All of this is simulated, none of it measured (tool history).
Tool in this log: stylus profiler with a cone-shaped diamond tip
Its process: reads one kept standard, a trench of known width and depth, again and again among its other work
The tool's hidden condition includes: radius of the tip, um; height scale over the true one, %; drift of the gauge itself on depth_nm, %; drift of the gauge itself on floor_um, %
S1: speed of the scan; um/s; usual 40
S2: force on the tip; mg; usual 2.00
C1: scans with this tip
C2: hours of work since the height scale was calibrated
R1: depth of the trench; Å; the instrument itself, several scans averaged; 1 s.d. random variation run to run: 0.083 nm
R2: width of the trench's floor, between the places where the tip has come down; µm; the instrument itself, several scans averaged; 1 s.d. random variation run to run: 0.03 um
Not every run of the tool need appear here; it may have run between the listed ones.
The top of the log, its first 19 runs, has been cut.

Run 20, hour 728.6: usual settings but S1 44 um/s, S2 1.03 mg; C1 10902; C2 562. Result: R1 2011.9 Å, R2 45.96 µm.
Run 21, hour 756.3: usual settings but S1 44 um/s, S2 4.37 mg; C1 11016; C2 583. Result: R1 2024.2 Å, R2 46.21 µm.
Run 22, hour 797.2: usual settings but S1 76 um/s, S2 1.29 mg; C1 11186; C2 615. Result: R1 2013.8 Å, R2 45.75 µm.
Run 23, hour 825.8: usual settings but S1 76 um/s, S2 1.29 mg; C1 11304; C2 637. Result: R1 2015.4 Å, R2 45.81 µm.
Run 24, hour 865.7: usual settings but S1 55 um/s, S2 2.18 mg; C1 11469; C2 668. Result: R1 2016.7 Å, R2 45.97 µm.
Run 25, hour 922.5: usual settings but S1 43 um/s, S2 1.43 mg; C1 11704; C2 712. Result: R1 2015.9 Å, R2 45.95 µm.
Run 26, hour 968.3: usual settings but S1 43 um/s, S2 1.43 mg; C1 11893; C2 747. Result: R1 2014.3 Å, R2 45.98 µm.
Run 27, hour 1008.6: usual settings but S1 49 um/s, S2 1.10 mg; C1 12059; C2 778. Result: R1 2014.3 Å, R2 45.86 µm.
Run 28, hour 1043.3: usual settings but S1 21 um/s, S2 0.99 mg; C1 12203; C2 805. Result: R1 2013.1 Å, R2 46.12 µm.
Run 29, hour 1084.5: usual settings but S1 21 um/s, S2 0.99 mg; C1 12373; C2 837. Result: R1 2014.1 Å, R2 46.12 µm.
Run 30, hour 1111.3: usual settings but S1 62 um/s, S2 0.87 mg; C1 12484; C2 857. Result: R1 2011.9 Å, R2 45.61 µm.
Run 31, hour 1135.0: usual settings but S1 44 um/s, S2 3.99 mg; C1 12582; C2 876. Result: R1 2026.9 Å, R2 46.10 µm.
Run 32, hour 1161.3: usual settings but S1 37 um/s, S2 2.04 mg; C1 12691; C2 896. Result: R1 2019.5 Å, R2 46.06 µm.
Run 33, hour 1203.2: usual settings but S1 141 um/s, S2 3.63 mg; C1 12864; C2 928. Result: R1 2025.5 Å, R2 45.57 µm.
Run 34, hour 1259.3: usual settings but S1 47 um/s, S2 1.68 mg; C1 13095; C2 971. Result: R1 2018.0 Å, R2 45.92 µm.
Run 35, hour 1315.2: usual settings but S1 116 um/s, S2 0.93 mg; C1 13326; C2 1015. Result: R1 2013.1 Å, R2 45.09 µm.
Run 36, hour 1358.0: usual settings but S1 72 um/s, S2 0.78 mg; C1 13503; C2 1048. Result: R1 2013.7 Å, R2 45.40 µm.

Forecast each of these 5 alternatives for the next run:
Run A, hour 1389.4: usual settings but S1 72 um/s, S2 2.81 mg; C1 13633; C2 1072. Result: R1 ?, R2 ?.
Run B, hour 1389.4: usual settings but S2 2.83 mg; C1 13633; C2 1072. Result: R1 ?, R2 ?.
Run C, hour 1389.4: usual settings but S1 17 um/s, S2 3.18 mg; C1 13633; C2 1072. Result: R1 ?, R2 ?.
Run D, hour 1389.4: usual settings but S1 72 um/s, S2 1.65 mg; C1 13633; C2 1072. Result: R1 ?, R2 ?.
Run E, hour 1389.4: usual settings but S1 64 um/s, S2 1.54 mg; C1 13633; C2 1072. Result: R1 ?, R2 ?.

run      R1     R2
  A  2022.2  45.92
  B  2025.5  45.97
  C  2024.8  46.16
  D  2018.0  45.69
  E  2017.8  45.73
Without the tool's unlogged condition, the same runs would have read:
run      R1     R2
  A  2015.3  46.90
  B  2018.6  46.95
  C  2017.9  47.14
  D  2011.1  46.67
  E  2011.0  46.71

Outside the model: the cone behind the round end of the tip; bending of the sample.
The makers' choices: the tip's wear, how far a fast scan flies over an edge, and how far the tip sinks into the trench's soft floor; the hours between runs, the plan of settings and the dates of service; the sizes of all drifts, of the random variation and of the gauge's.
